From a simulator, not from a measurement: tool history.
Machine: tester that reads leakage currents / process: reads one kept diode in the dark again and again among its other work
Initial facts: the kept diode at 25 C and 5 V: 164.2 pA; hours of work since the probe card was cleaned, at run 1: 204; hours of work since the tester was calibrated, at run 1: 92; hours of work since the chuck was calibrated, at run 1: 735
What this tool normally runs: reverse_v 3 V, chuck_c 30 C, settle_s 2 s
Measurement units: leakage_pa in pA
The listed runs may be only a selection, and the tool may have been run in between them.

run     day  reverse_v  chuck_c  settle_s  hours of work since the probe card was cleaned  hours of work since the tester was calibrated  hours of work since the chuck was calibrated  leakage_pa
  1       0          3       30         2                                             204                                             92                                           735      200.55
  2   1.779          3       30         2                                             222                                            110                                           754      199.62
  3   2.817          3       30         2                                             233                                            121                                           764       201.4
  4   3.683          3       30         2                                             242                                            130                                           773      201.34
  5   5.629          3       30      2.16                                             262                                            150                                           794       200.8
  6   6.538          3       30         2                                             272                                            160                                           803      201.75
  7   8.125          3       30      6.44                                             288                                            176                                           820      199.93
  8   9.825          3       30      6.44                                             306                                            194                                           837      201.43
  9  11.183          3       30      6.44                                             320                                            208                                           851      201.64
 10  13.008          3       30      6.44                                             339                                            227                                           870      201.68
 11  14.204          3       30      6.44                                             351                                            239                                           883      201.67
 12  15.217          3       30      6.44                                             362                                            250                                           893      200.37
 13  16.412          3       30      6.44                                             374                                            262                                           906      201.04
 14  17.492          3       30      2.36                                             385                                            273                                           917      199.08
 15  19.425          3       30      2.36                                             405                                            293                                           937      200.17
 16  20.854          3       30      3.97                                             420                                            308                                           952      200.17
 17   22.65          3       30      3.97                                             439                                            327                                           970      199.42
 18  23.975          3       30      3.97                                             453                                            341                                           984      201.09
 19  25.842          3       30      3.97                                             472                                            360                                          1003      200.04
 20  27.542          3       30      5.72                                             490                                            378                                          1021      199.97
 21  29.288          3       32         2                                             508                                            396                                          1039      233.15
 22  31.004       1.74       36      1.77                                             526                                            414                                          1057      256.91
 23  32.496      12.61       34      1.63                                             541                                            429                                          1072      429.32
 24  33.367      12.61       34      1.63                                             550                                            438                                          1082      430.82
 25  35.312      12.61       34      1.63                                             570                                            458                                          1102      430.52
 26  36.779      12.61       34      1.63                                             585                                            474                                          1117      429.54
 27  37.671       3.13       34      1.63                                             595                                            483                                          1126      271.89
 28  38.679      11.91       45      0.74                                             605                                            493                                          1137      891.25
 29  40.158       8.34       45      0.74                                             621                                            509                                          1152      791.75
 30  41.783       8.34       50      0.74                                             637                                            525                                          1169     1087.99
 31   43.55      14.26       30      9.03                                             656                                            544                                          1187      337.04
 32  44.833      13.28       30      1.72                                             669                                            557                                          1201      328.01
 33  45.767       6.79       43      1.72                                             679                                            567                                          1210      647.29
 34  46.588       1.06       26      9.94                                             687                                            575                                          1219      105.82
 35  48.162       1.06       37      9.94                                             704                                            592                                          1235         233
 36  50.033      16.93       45      3.14                                             723                                            611                                          1254      995.13
 37  51.833      16.93       52      4.15                                             742                                            630                                          1273     1564.14
 38  53.771       5.56       59       3.6                                             762                                            650                                          1293     1665.24
 39  55.133          3       30      1.04                                             776                                            664                                          1307      200.82

3 ways to go on from here, each from the tool as it stands after run 39. What would each give?
  A  57.104       6.76       21       3.7                                             796                                            684                                          1328           ?
  B  57.104       6.89       49      0.45                                             796                                            684                                          1328           ?
  C  57.104       6.25       40      0.84                                             796                                            684                                          1328           ?

run  leakage_pa
  A      134.31
  B      965.04
  C      517.37
Take away the tool's hidden state, keep each run's random variation, and the runs would have read:
run  leakage_pa
  A      134.49
  B      966.21
  C      518.03

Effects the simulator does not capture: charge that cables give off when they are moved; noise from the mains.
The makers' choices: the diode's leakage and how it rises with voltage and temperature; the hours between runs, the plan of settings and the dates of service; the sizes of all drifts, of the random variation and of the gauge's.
